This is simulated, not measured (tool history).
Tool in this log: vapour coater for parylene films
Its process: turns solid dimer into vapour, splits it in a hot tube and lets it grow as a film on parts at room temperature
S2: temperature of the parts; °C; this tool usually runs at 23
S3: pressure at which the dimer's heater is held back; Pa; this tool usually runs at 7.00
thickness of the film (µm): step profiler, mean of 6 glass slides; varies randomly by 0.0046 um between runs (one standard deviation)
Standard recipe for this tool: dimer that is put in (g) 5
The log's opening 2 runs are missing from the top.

{"run": 3, "hour": 26.4, "dimer that is put in (g)": 5, "S2": 23, "S3": 7.0, "thickness of the film (µm)": 1.022}
{"run": 4, "hour": 33.6, "dimer that is put in (g)": 5, "S2": 23, "S3": 7.0, "thickness of the film (µm)": 1.021}
{"run": 5, "hour": 49.4, "dimer that is put in (g)": 5, "S2": 23, "S3": 7.0, "thickness of the film (µm)": 1.02}
{"run": 6, "hour": 56.8, "dimer that is put in (g)": 5, "S2": 23, "S3": 7.0, "thickness of the film (µm)": 1.018}
{"run": 7, "hour": 71.3, "dimer that is put in (g)": 5, "S2": 23, "S3": 7.0, "thickness of the film (µm)": 1.03}
{"run": 8, "hour": 85.8, "dimer that is put in (g)": 5, "S2": 23, "S3": 7.0, "thickness of the film (µm)": 1.014}
{"run": 9, "hour": 98.3, "dimer that is put in (g)": 5, "S2": 23, "S3": 7.0, "thickness of the film (µm)": 1.016}
{"run": 10, "hour": 107.4, "dimer that is put in (g)": 5, "S2": 32, "S3": 7.0, "thickness of the film (µm)": 0.786}
{"run": 11, "hour": 123.0, "dimer that is put in (g)": 5, "S2": 23, "S3": 7.0, "thickness of the film (µm)": 1.018}
{"run": 12, "hour": 137.9, "dimer that is put in (g)": 5, "S2": 23, "S3": 7.0, "thickness of the film (µm)": 1.012}
{"run": 13, "hour": 146.3, "dimer that is put in (g)": 5, "S2": 23, "S3": 7.0, "thickness of the film (µm)": 1.005}
{"run": 14, "hour": 162.7, "dimer that is put in (g)": 5, "S2": 23, "S3": 7.0, "thickness of the film (µm)": 1.016}
{"run": 15, "hour": 175.7, "dimer that is put in (g)": 5, "S2": 23, "S3": 7.0, "thickness of the film (µm)": 0.996}
{"run": 16, "hour": 192.4, "dimer that is put in (g)": 5, "S2": 23, "S3": 7.0, "thickness of the film (µm)": 1.007}
{"run": 17, "hour": 206.1, "dimer that is put in (g)": 5, "S2": 23, "S3": 7.0, "thickness of the film (µm)": 1.006}
{"run": 18, "hour": 222.2, "dimer that is put in (g)": 5, "S2": 23, "S3": 7.0, "thickness of the film (µm)": 1.008}
{"hour": 224.9, "done": "table's thermometer calibrated"}
{"run": 19, "hour": 231.1, "dimer that is put in (g)": 5, "S2": 23, "S3": 7.0, "thickness of the film (µm)": 1.016}
{"run": 20, "hour": 239.5, "dimer that is put in (g)": 5, "S2": 23, "S3": 7.0, "thickness of the film (µm)": 1.008}
{"run": 21, "hour": 253.3, "dimer that is put in (g)": 5, "S2": 18, "S3": 7.0, "thickness of the film (µm)": 1.153}
{"run": 22, "hour": 265.9, "dimer that is put in (g)": 5, "S2": 18, "S3": 7.0, "thickness of the film (µm)": 1.161}
{"run": 23, "hour": 274.8, "dimer that is put in (g)": 5, "S2": 18, "S3": 3.94, "thickness of the film (µm)": 1.19}
{"run": 24, "hour": 291.4, "dimer that is put in (g)": 5, "S2": 23, "S3": 3.13, "thickness of the film (µm)": 1.048}

What will run 25 give?
{"run": 25, "hour": 303.6, "dimer that is put in (g)": 4, "S2": 25, "S3": 3.49, "thickness of the film (µm)": "?"}

thickness of the film (µm): 0.777
The same run, on a tool lacking any hidden state, would have yielded thickness of the film (µm) 0.786.
